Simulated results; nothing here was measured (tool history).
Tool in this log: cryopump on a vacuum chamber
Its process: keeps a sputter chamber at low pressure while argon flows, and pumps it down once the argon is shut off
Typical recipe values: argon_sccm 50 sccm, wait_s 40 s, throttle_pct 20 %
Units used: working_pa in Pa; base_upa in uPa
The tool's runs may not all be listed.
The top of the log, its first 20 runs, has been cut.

run 21 hour=757.6 | argon_sccm=50 wait_s=46 throttle_pct=20 | working_pa=0.2078 base_upa=1.76
run 22 hour=783.1 | argon_sccm=50 wait_s=46 throttle_pct=20 | working_pa=0.207 base_upa=1.89
run 23 hour=814.2 | argon_sccm=50 wait_s=20 throttle_pct=54 | working_pa=0.0796 base_upa=2.53
run 24 hour=857.4 | argon_sccm=26 wait_s=40 throttle_pct=55 | working_pa=0.0408 base_upa=2.02
run 25 hour=902.5 | argon_sccm=70 wait_s=40 throttle_pct=55 | working_pa=0.11 base_upa=2.01
run 26 hour=932.3 | argon_sccm=92 wait_s=215 throttle_pct=54 | working_pa=0.1485 base_upa=1.57
run 27 hour=984.1 | argon_sccm=92 wait_s=215 throttle_pct=54 | working_pa=0.1487 base_upa=1.55
run 28 hour=1030.3 | argon_sccm=92 wait_s=215 throttle_pct=54 | working_pa=0.1499 base_upa=1.61
run 29 hour=1057.1 | argon_sccm=71 wait_s=140 throttle_pct=23 | working_pa=0.2616 base_upa=1.56
run 30 hour=1086.3 | argon_sccm=66 wait_s=40 throttle_pct=48 | working_pa=0.1208 base_upa=2.07
run 31 hour=1129.1 | argon_sccm=25 wait_s=80 throttle_pct=48 | working_pa=0.0457 base_upa=1.88
run 32 hour=1179.3 | argon_sccm=20 wait_s=124 throttle_pct=48 | working_pa=0.0371 base_upa=1.76
run 33 hour=1202.6 | argon_sccm=90 wait_s=251 throttle_pct=50 | working_pa=0.1614 base_upa=1.68

3 ways to go on from here, each from the tool as it stands after run 33. What would each give?
run A hour=1242 | argon_sccm=39 wait_s=25 throttle_pct=42 | working_pa=? base_upa=?
run B hour=1242 | argon_sccm=20 wait_s=212 throttle_pct=59 | working_pa=? base_upa=?
run C hour=1242 | argon_sccm=26 wait_s=65 throttle_pct=41 | working_pa=? base_upa=?

run=A working_pa=0.0828 base_upa=2.55
run=B working_pa=0.0314 base_upa=1.85
run=C working_pa=0.0561 base_upa=2.1
What these runs would have given with no unlogged condition in the tool:
run=A working_pa=0.0763 base_upa=1.06
run=B working_pa=0.0281 base_upa=0.29
run=C working_pa=0.0518 base_upa=0.54
